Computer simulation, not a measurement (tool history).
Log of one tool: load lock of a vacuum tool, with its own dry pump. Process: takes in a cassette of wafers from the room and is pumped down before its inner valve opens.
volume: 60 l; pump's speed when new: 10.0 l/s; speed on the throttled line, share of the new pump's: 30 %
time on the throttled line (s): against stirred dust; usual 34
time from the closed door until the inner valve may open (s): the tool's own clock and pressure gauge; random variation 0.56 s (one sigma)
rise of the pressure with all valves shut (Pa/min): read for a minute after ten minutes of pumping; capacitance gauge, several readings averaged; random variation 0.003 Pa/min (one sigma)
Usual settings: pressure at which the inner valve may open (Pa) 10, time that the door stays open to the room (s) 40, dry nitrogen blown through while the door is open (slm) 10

run	day	time on the throttled line (s)	pressure at which the inner valve may open (Pa)	time that the door stays open to the room (s)	dry nitrogen blown through while the door is open (slm)	incoming humidity of the room's air, %	time from the closed door until the inner valve may open (s)	rise of the pressure with all valves shut (Pa/min)
1	0	34	10	40	10	41.2	83.4	0.109
2	8.95	34	10	40	10	43.9	82.9	0.126
3	18.208	34	10	40	10	42.5	83.7	0.124
4	27.5	34	10	140	10	46.9	83	0.18
5	34.367	33	10	40	10	42.5	82.1	0.155
6	43.246	33	10	40	10	44	82.4	0.159
7	48.229	19	18	71	5	47.8	69.2	0.195
8	56.533	34	7	40	10	45.5	85.1	0.187
9	64.354	34	7	40	10	42.4	86.6	0.19
10	74.412	29	7	40	10	44.8	82.8	0.205
11	78.875	34	10	70	10	43.3	83.9	0.222

Forecast each of these 3 alternatives for the next run:
A	83.912	23	10	70	10	45.2	?	?
B	83.912	19	10	70	10	46.3	?	?
C	83.912	34	8	40	10	44.7	?	?

run	time from the closed door until the inner valve may open (s)	rise of the pressure with all valves shut (Pa/min)
A	76.7	0.236
B	74.9	0.234
C	86.1	0.224
Without the tool's hidden state the same runs would have given:
run	time from the closed door until the inner valve may open (s)	rise of the pressure with all valves shut (Pa/min)
A	72	0.048
B	70.1	0.05
C	81.5	0.035
